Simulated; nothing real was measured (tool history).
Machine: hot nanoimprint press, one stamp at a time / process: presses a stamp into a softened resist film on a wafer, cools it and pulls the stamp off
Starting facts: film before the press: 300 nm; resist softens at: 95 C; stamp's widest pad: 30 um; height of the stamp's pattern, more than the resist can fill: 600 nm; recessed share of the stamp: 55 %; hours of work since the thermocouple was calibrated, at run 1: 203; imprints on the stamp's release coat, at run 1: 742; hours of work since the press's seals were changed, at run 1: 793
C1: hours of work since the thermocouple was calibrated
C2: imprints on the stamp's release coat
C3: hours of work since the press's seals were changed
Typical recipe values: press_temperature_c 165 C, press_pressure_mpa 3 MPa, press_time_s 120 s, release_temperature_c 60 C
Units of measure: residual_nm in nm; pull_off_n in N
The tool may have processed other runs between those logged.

run 1 hour=0 | press_temperature_c=165 press_pressure_mpa=3 press_time_s=120 release_temperature_c=60 | C1=203 C2=742 C3=793 | residual_nm=110 pull_off_n=102
run 2 hour=56.1 | press_temperature_c=165 press_pressure_mpa=3 press_time_s=120 release_temperature_c=60 | C1=227 C2=829 C3=817 | residual_nm=111.1 pull_off_n=102
run 3 hour=92.6 | press_temperature_c=165 press_pressure_mpa=3 press_time_s=115 release_temperature_c=60 | C1=242 C2=885 C3=833 | residual_nm=112 pull_off_n=103
run 4 hour=155.9 | press_temperature_c=165 press_pressure_mpa=3 press_time_s=115 release_temperature_c=60 | C1=269 C2=983 C3=859 | residual_nm=111 pull_off_n=105
run 5 hour=191.8 | press_temperature_c=165 press_pressure_mpa=3 press_time_s=115 release_temperature_c=60 | C1=284 C2=1039 C3=874 | residual_nm=112.5 pull_off_n=102
run 6 hour=236.1 | press_temperature_c=165 press_pressure_mpa=3 press_time_s=120 release_temperature_c=64 | C1=302 C2=1107 C3=893 | residual_nm=109.4 pull_off_n=91
run 7 hour=300.8 | press_temperature_c=165 press_pressure_mpa=3 press_time_s=120 release_temperature_c=64 | C1=330 C2=1207 C3=920 | residual_nm=111 pull_off_n=98
run 8 hour=372.3 | press_temperature_c=165 press_pressure_mpa=3 press_time_s=80 release_temperature_c=60 | C1=360 C2=1317 C3=951 | residual_nm=125.9 pull_off_n=102
run 9 hour=416 | press_temperature_c=165 press_pressure_mpa=3 press_time_s=80 release_temperature_c=60 | C1=378 C2=1385 C3=969 | residual_nm=127.3 pull_off_n=102
run 10 hour=476.5 | press_temperature_c=165 press_pressure_mpa=3 press_time_s=80 release_temperature_c=60 | C1=404 C2=1478 C3=994 | residual_nm=127 pull_off_n=101

Run 11 has not been measured yet. What should we expect?
run 11 hour=519.7 | press_temperature_c=160 press_pressure_mpa=3.29 press_time_s=120 release_temperature_c=60 | C1=422 C2=1545 C3=1013 | residual_nm=? pull_off_n=?

Run 11 measured residual_nm 119.5 nm, pull_off_n 105 N.
Minus the tool's unlogged condition, the same run would have read residual_nm 119.3 nm, pull_off_n 104 N.
